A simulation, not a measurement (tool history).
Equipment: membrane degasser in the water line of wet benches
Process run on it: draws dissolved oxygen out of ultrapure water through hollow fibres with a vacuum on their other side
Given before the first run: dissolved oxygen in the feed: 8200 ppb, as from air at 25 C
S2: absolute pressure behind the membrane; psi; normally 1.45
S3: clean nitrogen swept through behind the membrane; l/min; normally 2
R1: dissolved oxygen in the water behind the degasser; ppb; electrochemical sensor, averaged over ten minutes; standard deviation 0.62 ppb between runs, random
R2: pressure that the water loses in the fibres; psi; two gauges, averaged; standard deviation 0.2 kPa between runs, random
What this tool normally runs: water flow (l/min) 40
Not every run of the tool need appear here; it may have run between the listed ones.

{"run": 1, "hour": 0.0, "water flow (l/min)": 40, "S2": 1.45, "S3": 2, "R1": 294.7, "R2": 6.678}
{"run": 2, "hour": 48.2, "water flow (l/min)": 41, "S2": 1.45, "S3": 2, "R1": 302.9, "R2": 6.811}
{"run": 3, "hour": 72.9, "water flow (l/min)": 41, "S2": 1.45, "S3": 2, "R1": 302.4, "R2": 6.846}
{"run": 4, "hour": 115.0, "water flow (l/min)": 64, "S2": 1.45, "S3": 2, "R1": 444.4, "R2": 10.688}
{"run": 5, "hour": 154.1, "water flow (l/min)": 40, "S2": 1.45, "S3": 2.37, "R1": 255.7, "R2": 6.627}
{"run": 6, "hour": 205.2, "water flow (l/min)": 40, "S2": 1.45, "S3": 2.37, "R1": 255.7, "R2": 6.672}
{"run": 7, "hour": 233.3, "water flow (l/min)": 40, "S2": 1.45, "S3": 2.37, "R1": 256.2, "R2": 6.649}
{"run": 8, "hour": 264.5, "water flow (l/min)": 40, "S2": 1.45, "S3": 2.37, "R1": 256.6, "R2": 6.68}
{"run": 9, "hour": 307.3, "water flow (l/min)": 40, "S2": 1.45, "S3": 2.37, "R1": 256.3, "R2": 6.715}
{"run": 10, "hour": 341.4, "water flow (l/min)": 40, "S2": 1.45, "S3": 2.37, "R1": 256.2, "R2": 6.678}
{"run": 11, "hour": 374.0, "water flow (l/min)": 40, "S2": 1.45, "S3": 2.37, "R1": 256.9, "R2": 6.675}
{"run": 12, "hour": 415.5, "water flow (l/min)": 49, "S2": 1.9, "S3": 1.79, "R1": 552.7, "R2": 8.16}
{"run": 13, "hour": 461.2, "water flow (l/min)": 49, "S2": 1.9, "S3": 1.79, "R1": 555.2, "R2": 8.221}
{"run": 14, "hour": 488.6, "water flow (l/min)": 49, "S2": 1.9, "S3": 1.79, "R1": 552.8, "R2": 8.174}
{"run": 15, "hour": 535.0, "water flow (l/min)": 49, "S2": 1.9, "S3": 1.79, "R1": 553.8, "R2": 8.097}
{"run": 16, "hour": 570.1, "water flow (l/min)": 49, "S2": 1.9, "S3": 1.79, "R1": 556.6, "R2": 8.074}
{"run": 17, "hour": 601.7, "water flow (l/min)": 49, "S2": 1.9, "S3": 1.79, "R1": 556.3, "R2": 8.151}
{"run": 18, "hour": 648.6, "water flow (l/min)": 49, "S2": 1.9, "S3": 1.79, "R1": 556.3, "R2": 8.19}
{"run": 19, "hour": 694.4, "water flow (l/min)": 49, "S2": 1.9, "S3": 1.79, "R1": 554.5, "R2": 8.166}
{"run": 20, "hour": 744.1, "water flow (l/min)": 40, "S2": 1.75, "S3": 5.35, "R1": 160.8, "R2": 6.678}

Some steps in R1 between neighbouring runs. How much of each would the tool show without its hidden state too (settings, what came in, random variation), and how much is left for the hidden state, with any gauge scatter that isn't in both results?
Hidden conditions of the tool in this case: membrane still open, %; true pressure behind the membrane over the reading, kPa; air that leaks in behind the membrane, l/min; drift of the gauge itself on oxygen_ppb, %; drift of the gauge itself on loss_of_pressure_kpa, %.
Run 11 -> 12: water flow (l/min) 40 -> 49, S2 1.45 -> 1.9, S3 2.37 -> 1.79. R1 +295.8 ppb: hidden state +2.2, all else +293.6.
Run 19 -> 20: water flow (l/min) 49 -> 40, S2 1.9 -> 1.75, S3 1.79 -> 5.35. R1 -393.7 ppb: hidden state -4.4, all else -389.3.

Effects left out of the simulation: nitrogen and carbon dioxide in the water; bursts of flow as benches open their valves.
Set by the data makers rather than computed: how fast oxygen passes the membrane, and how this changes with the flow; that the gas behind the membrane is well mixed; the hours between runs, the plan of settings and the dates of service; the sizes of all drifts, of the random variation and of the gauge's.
